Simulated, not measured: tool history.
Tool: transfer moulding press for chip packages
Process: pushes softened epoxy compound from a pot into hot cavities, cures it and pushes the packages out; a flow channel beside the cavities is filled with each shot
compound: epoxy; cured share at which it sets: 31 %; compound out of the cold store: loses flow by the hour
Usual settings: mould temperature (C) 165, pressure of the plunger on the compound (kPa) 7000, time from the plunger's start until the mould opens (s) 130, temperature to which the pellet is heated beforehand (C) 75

| run | day | mould temperature (C) | pressure of the plunger on the compound (kPa) | time from the plunger's start until the mould opens (s) | temperature to which the pellet is heated beforehand (C) | incoming compound's hours out of the cold store | length that the compound runs in the flow channel (mm) | greatest force on the pins that push the packages out (N) |
|---|---|---|---|---|---|---|---|---|
| 1 | 0 | 165 | 7000 | 130 | 75 | 42 | 674 | 399 |
| 2 | 0.662 | 165 | 7000 | 130 | 75 | 27.8 | 713 | 464 |
| 3 | 1.246 | 165 | 7000 | 130 | 75 | 27.6 | 714 | 499 |
| 4 | 2.121 | 165 | 7000 | 130 | 80 | 35.4 | 683 | 519 |
| 5 | 2.921 | 165 | 7000 | 130 | 80 | 41.6 | 664 | 552 |
| 6 | 3.425 | 165 | 7000 | 130 | 80 | 23.9 | 716 | 556 |
|  | 4.317 | cavities cleaned with cleaning compound and waxed |
| 7 | 4.333 | 162 | 7000 | 130 | 80 | 38.8 | 685 | 450 |
| 8 | 4.942 | 165 | 7000 | 130 | 75 | 47.2 | 645 | 440 |
| 9 | 5.546 | 165 | 5690 | 130 | 75 | 31.9 | 619 | 501 |
| 10 | 6.404 | 165 | 7000 | 130 | 75 | 12.7 | 743 | 526 |
|  | 6.562 | mould's thermocouples calibrated |
| 11 | 7.121 | 165 | 7000 | 130 | 75 | 47.4 | 642 | 546 |
| 12 | 7.975 | 165 | 7000 | 130 | 75 | 44.6 | 645 | 566 |
|  | 8.517 | plunger's sealing rings changed |
|  | 8.862 | cavities cleaned with cleaning compound and waxed |
|  | 9.008 | mould's thermocouples calibrated, once more |
| 13 | 9.112 | 165 | 7000 | 130 | 75 | 35.3 | 697 | 403 |
| 14 | 9.642 | 165 | 7000 | 130 | 75 | 14.6 | 758 | 468 |
| 15 | 10.025 | 166 | 7000 | 123 | 69 | 40.8 | 677 | 473 |
| 16 | 10.888 | 165 | 7000 | 114 | 75 | 37.5 | 688 | 610 |
| 17 | 11.438 | 165 | 7280 | 120 | 73 | 22.6 | 747 | 619 |
| 18 | 12.121 | 165 | 5510 | 124 | 73 | 25 | 643 | 625 |
| 19 | 12.758 | 160 | 5510 | 141 | 73 | 46 | 602 | 686 |
| 20 | 13.125 | 165 | 7000 | 163 | 77 | 24.4 | 721 | 536 |
|  | 13.262 | cavities cleaned with cleaning compound and waxed |
| 21 | 13.808 | 158 | 7000 | 130 | 81 | 37.6 | 710 | 663 |
| 22 | 14.55 | 165 | 5650 | 151 | 66 | 35.8 | 614 | 448 |
| 23 | 15.188 | 163 | 7000 | 130 | 69 | 43 | 671 | 557 |
| 24 | 15.958 | 163 | 7000 | 130 | 69 | 26.2 | 718 | 641 |
| 25 | 16.404 | 163 | 7000 | 130 | 69 | 16.1 | 749 | 610 |
| 26 | 17.138 | 163 | 7000 | 145 | 69 | 43.2 | 667 | 570 |
|  | 17.621 | cavities cleaned with cleaning compound and waxed |
| 27 | 17.721 | 163 | 6440 | 125 | 69 | 41.2 | 641 | 465 |
| 28 | 18.204 | 163 | 6440 | 125 | 69 | 26.1 | 685 | 512 |

Forecast each of these 5 alternatives for the next run:
| A | 18.942 | 163 | 6440 | 125 | 68 | 45.2 | ? | ? |
| B | 18.942 | 167 | 7000 | 129 | 81 | 9.7 | ? | ? |
| C | 18.942 | 173 | 7000 | 115 | 65 | 22.9 | ? | ? |
| D | 18.942 | 163 | 6440 | 153 | 69 | 28.4 | ? | ? |
| E | 18.942 | 163 | 7230 | 125 | 76 | 19.5 | ? | ? |

| run | length that the compound runs in the flow channel (mm) | greatest force on the pins that push the packages out (N) |
|---|---|---|
| A | 631 | 556 |
| B | 744 | 480 |
| C | 679 | 455 |
| D | 676 | 474 |
| E | 741 | 567 |
Without the tool's hidden state the same runs would have given:
| run | length that the compound runs in the flow channel (mm) | greatest force on the pins that push the packages out (N) |
|---|---|---|
| A | 657 | 467 |
| B | 774 | 393 |
| C | 706 | 368 |
| D | 703 | 386 |
| E | 772 | 478 |

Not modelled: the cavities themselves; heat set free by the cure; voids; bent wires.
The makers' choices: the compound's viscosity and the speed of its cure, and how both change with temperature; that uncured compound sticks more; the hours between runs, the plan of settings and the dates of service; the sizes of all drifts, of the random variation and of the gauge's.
